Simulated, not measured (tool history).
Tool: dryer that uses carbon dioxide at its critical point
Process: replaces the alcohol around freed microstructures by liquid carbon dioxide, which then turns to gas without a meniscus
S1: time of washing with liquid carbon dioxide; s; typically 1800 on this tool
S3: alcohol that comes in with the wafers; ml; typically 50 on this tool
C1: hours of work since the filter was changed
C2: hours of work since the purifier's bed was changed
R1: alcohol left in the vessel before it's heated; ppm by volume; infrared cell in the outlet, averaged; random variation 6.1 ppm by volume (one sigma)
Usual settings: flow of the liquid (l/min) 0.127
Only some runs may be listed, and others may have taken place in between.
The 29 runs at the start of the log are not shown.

{"run": 30, "hour": 504.1, "S1": 1320, "flow of the liquid (l/min)": 0.127, "S3": 60, "C1": 142, "C2": 245, "R1": 2010}
{"run": 31, "hour": 522.1, "S1": 1800, "flow of the liquid (l/min)": 0.138, "S3": 64, "C1": 149, "C2": 251, "R1": 347}
{"run": 32, "hour": 543.8, "S1": 1800, "flow of the liquid (l/min)": 0.194, "S3": 107, "C1": 157, "C2": 259, "R1": 101}
{"run": 33, "hour": 561.0, "S1": 1800, "flow of the liquid (l/min)": 0.194, "S3": 107, "C1": 163, "C2": 265, "R1": 107}
{"run": 34, "hour": 576.2, "S1": 1800, "flow of the liquid (l/min)": 0.194, "S3": 51, "C1": 168, "C2": 271, "R1": 88}
{"run": 35, "hour": 592.3, "S1": 1800, "flow of the liquid (l/min)": 0.194, "S3": 51, "C1": 174, "C2": 277, "R1": 87}
{"run": 36, "hour": 607.3, "S1": 1800, "flow of the liquid (l/min)": 0.165, "S3": 36, "C1": 180, "C2": 282, "R1": 128}
{"run": 37, "hour": 627.0, "S1": 1140, "flow of the liquid (l/min)": 0.082, "S3": 43, "C1": 187, "C2": 289, "R1": 9366}
{"run": 38, "hour": 637.3, "S1": 1320, "flow of the liquid (l/min)": 0.127, "S3": 53, "C1": 191, "C2": 293, "R1": 1965}
{"run": 39, "hour": 649.1, "S1": 1320, "flow of the liquid (l/min)": 0.127, "S3": 53, "C1": 195, "C2": 297, "R1": 2031}
{"run": 40, "hour": 665.0, "S1": 1800, "flow of the liquid (l/min)": 0.189, "S3": 50, "C1": 201, "C2": 303, "R1": 111}
{"run": 41, "hour": 684.9, "S1": 1860, "flow of the liquid (l/min)": 0.189, "S3": 57, "C1": 208, "C2": 310, "R1": 102}
{"run": 42, "hour": 706.0, "S1": 1860, "flow of the liquid (l/min)": 0.189, "S3": 57, "C1": 216, "C2": 318, "R1": 100}
{"run": 43, "hour": 715.4, "S1": 1860, "flow of the liquid (l/min)": 0.145, "S3": 57, "C1": 219, "C2": 321, "R1": 284}
{"run": 44, "hour": 726.6, "S1": 1920, "flow of the liquid (l/min)": 0.136, "S3": 48, "C1": 223, "C2": 326, "R1": 284}
{"run": 45, "hour": 742.1, "S1": 1920, "flow of the liquid (l/min)": 0.136, "S3": 52, "C1": 229, "C2": 331, "R1": 299}
{"run": 46, "hour": 754.6, "S1": 1860, "flow of the liquid (l/min)": 0.163, "S3": 94, "C1": 233, "C2": 336, "R1": 224}
{"run": 47, "hour": 765.4, "S1": 1140, "flow of the liquid (l/min)": 0.077, "S3": 24, "C1": 237, "C2": 340, "R1": 6498}
{"run": 48, "hour": 788.1, "S1": 2460, "flow of the liquid (l/min)": 0.077, "S3": 24, "C1": 245, "C2": 348, "R1": 731}

Predict each of these 3 candidate next runs independently; none follows another, all start after run 48:
{"run": "A", "hour": 804.7, "S1": 1320, "flow of the liquid (l/min)": 0.208, "S3": 53, "C1": 251, "C2": 354, "R1": "?"}
{"run": "B", "hour": 804.7, "S1": 1800, "flow of the liquid (l/min)": 0.077, "S3": 105, "C1": 251, "C2": 354, "R1": "?"}
{"run": "C", "hour": 804.7, "S1": 1620, "flow of the liquid (l/min)": 0.127, "S3": 50, "C1": 251, "C2": 354, "R1": "?"}

run=A R1=249
run=B R1=9097
run=C R1=944
Take away the tool's hidden state, keep each run's random variation, and the runs would have read:
run=A R1=63
run=B R1=5613
run=C R1=417
